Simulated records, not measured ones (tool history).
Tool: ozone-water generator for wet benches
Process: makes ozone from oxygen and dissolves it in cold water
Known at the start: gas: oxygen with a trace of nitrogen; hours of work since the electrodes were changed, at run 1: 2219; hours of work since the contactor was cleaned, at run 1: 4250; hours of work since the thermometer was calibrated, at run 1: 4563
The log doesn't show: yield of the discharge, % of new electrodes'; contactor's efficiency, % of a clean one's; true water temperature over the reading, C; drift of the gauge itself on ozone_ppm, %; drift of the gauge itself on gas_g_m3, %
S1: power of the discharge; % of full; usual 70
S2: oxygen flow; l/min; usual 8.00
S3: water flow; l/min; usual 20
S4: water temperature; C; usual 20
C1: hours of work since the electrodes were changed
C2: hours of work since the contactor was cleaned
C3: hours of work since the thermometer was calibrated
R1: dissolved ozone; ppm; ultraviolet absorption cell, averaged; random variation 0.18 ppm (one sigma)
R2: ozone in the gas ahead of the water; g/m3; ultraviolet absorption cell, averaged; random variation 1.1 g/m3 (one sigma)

Run 1, day 0.000: usual settings; C1 2219; C2 4250; C3 4563. Result: R1 22.7 ppm, R2 183.4 g/m3.
Run 2, day 3.038: usual settings; C1 2271; C2 4302; C3 4615. Result: R1 22.8 ppm, R2 184.2 g/m3.
Run 3, day 5.954: usual settings; C1 2320; C2 4352; C3 4664. Result: R1 22.2 ppm, R2 183.2 g/m3.
Run 4, day 8.950: usual settings; C1 2371; C2 4403; C3 4716. Result: R1 22.6 ppm, R2 183.0 g/m3.
Run 5, day 12.042: usual settings but S4 28 C; C1 2424; C2 4456; C3 4768. Result: R1 19.3 ppm, R2 181.7 g/m3.
Run 6, day 15.154: usual settings but S3 27 l/min; C1 2477; C2 4509; C3 4821. Result: R1 17.9 ppm, R2 180.4 g/m3.
Run 7, day 16.808: usual settings but S3 17 l/min; C1 2505; C2 4537; C3 4849. Result: R1 25.2 ppm, R2 182.3 g/m3.
Run 8, day 18.658: usual settings but S3 17 l/min, S4 15 C; C1 2537; C2 4568; C3 4881. Result: R1 27.6 ppm, R2 181.8 g/m3.
Run 9, day 21.212: usual settings but S3 17 l/min, S4 15 C; C1 2580; C2 4612; C3 4925. Result: R1 27.5 ppm, R2 181.9 g/m3.
Run 10, day 24.588: usual settings but S3 17 l/min, S4 15 C; C1 2638; C2 4670; C3 4982. Result: R1 27.3 ppm, R2 182.4 g/m3.
Run 11, day 26.200: usual settings; C1 2665; C2 4697; C3 5010. Result: R1 22.0 ppm, R2 180.6 g/m3.
Run 12, day 28.342: usual settings; C1 2702; C2 4733; C3 5046. Result: R1 22.0 ppm, R2 182.2 g/m3.
Run 13, day 31.271: usual settings; C1 2752; C2 4783; C3 5096. Result: R1 22.2 ppm, R2 182.9 g/m3.
Run 14, day 32.750: usual settings but S2 9.14 l/min; C1 2777; C2 4809; C3 5121. Result: R1 22.0 ppm, R2 172.8 g/m3.
Run 15, day 35.250: usual settings; C1 2820; C2 4851; C3 5164. Result: R1 22.1 ppm, R2 180.9 g/m3.
Run 16, day 37.729: usual settings but S1 62 % of full, S2 9.61 l/min, S3 14 l/min, S4 22 C; C1 2862; C2 4893; C3 5206. Result: R1 23.8 ppm, R2 151.9 g/m3.
Run 17, day 39.267: usual settings but S1 62 % of full, S2 9.61 l/min, S3 14 l/min, S4 22 C; C1 2888; C2 4920; C3 5232. Result: R1 24.1 ppm, R2 151.0 g/m3.
Run 18, day 42.208: usual settings but S1 62 % of full, S2 9.61 l/min, S3 14 l/min, S4 22 C; C1 2938; C2 4970; C3 5282. Result: R1 23.8 ppm, R2 152.8 g/m3.
Run 19, day 45.033: usual settings but S1 62 % of full, S2 9.61 l/min, S3 14 l/min, S4 22 C; C1 2986; C2 5018; C3 5331. Result: R1 23.8 ppm, R2 152.2 g/m3.
Run 20, day 46.708: usual settings but S1 40 % of full, S2 10.46 l/min, S3 14 l/min, S4 14 C; C1 3015; C2 5047; C3 5359. Result: R1 19.8 ppm, R2 103.1 g/m3.
Run 21, day 49.946: usual settings but S1 75 % of full, S2 4.31 l/min, S3 14 l/min, S4 14 C; C1 3070; C2 5102; C3 5414. Result: R1 30.9 ppm, R2 238.7 g/m3.
Run 22, day 53.146: usual settings but S1 59 % of full, S3 14 l/min; C1 3125; C2 5156; C3 5469. Result: R1 24.2 ppm, R2 154.9 g/m3.
Run 23, day 55.904: usual settings but S1 59 % of full, S3 17 l/min, S4 14 C; C1 3172; C2 5203; C3 5516. Result: R1 24.0 ppm, R2 155.5 g/m3.
Run 24, day 58.033: usual settings but S1 59 % of full, S3 17 l/min, S4 14 C; C1 3208; C2 5240; C3 5552. Result: R1 23.9 ppm, R2 154.5 g/m3.
Run 25, day 61.350: usual settings but S1 59 % of full, S3 17 l/min, S4 14 C; C1 3264; C2 5296; C3 5609. Result: R1 23.8 ppm, R2 156.1 g/m3.
Run 26, day 64.338: usual settings but S1 59 % of full, S3 17 l/min, S4 14 C; C1 3315; C2 5347; C3 5660. Result: R1 23.4 ppm, R2 153.8 g/m3.
Run 27, day 67.388: usual settings but S1 59 % of full, S3 19 l/min, S4 12 C; C1 3367; C2 5399; C3 5712. Result: R1 22.6 ppm, R2 154.8 g/m3.
Run 28, day 68.804: usual settings but S2 7.37 l/min; C1 3392; C2 5423; C3 5736. Result: R1 21.5 ppm, R2 183.5 g/m3.
Run 29, day 70.321: usual settings but S2 7.37 l/min; C1 3417; C2 5449; C3 5762. Result: R1 21.6 ppm, R2 179.4 g/m3.

5 ways to go on from here, each from the tool as it stands after run 29. What would each give?
Run A, day 72.242: usual settings but S1 57 % of full; C1 3450; C2 5482; C3 5794. Result: R1 ?, R2 ?.
Run B, day 72.242: usual settings but S2 5.00 l/min; C1 3450; C2 5482; C3 5794. Result: R1 ?, R2 ?.
Run C, day 72.242: usual settings but S2 7.37 l/min, S3 12 l/min, S4 14 C; C1 3450; C2 5482; C3 5794. Result: R1 ?, R2 ?.
Run D, day 72.242: usual settings but S1 100 % of full, S2 7.37 l/min; C1 3450; C2 5482; C3 5794. Result: R1 ?, R2 ?.
Run E, day 72.242: usual settings but S1 62 % of full, S2 7.37 l/min, S4 13 C; C1 3450; C2 5482; C3 5794. Result: R1 ?, R2 ?.

run    R1     R2
  A  18.3  150.4
  B  20.7  211.3
  C  33.7  182.6
  D  28.7  243.2
  E  22.0  167.2
Without the tool's hidden state the same runs would have given:
run    R1     R2
  A  20.7  160.4
  B  23.6  228.6
  C  38.0  197.5
  D  33.6  269.4
  E  24.9  179.4
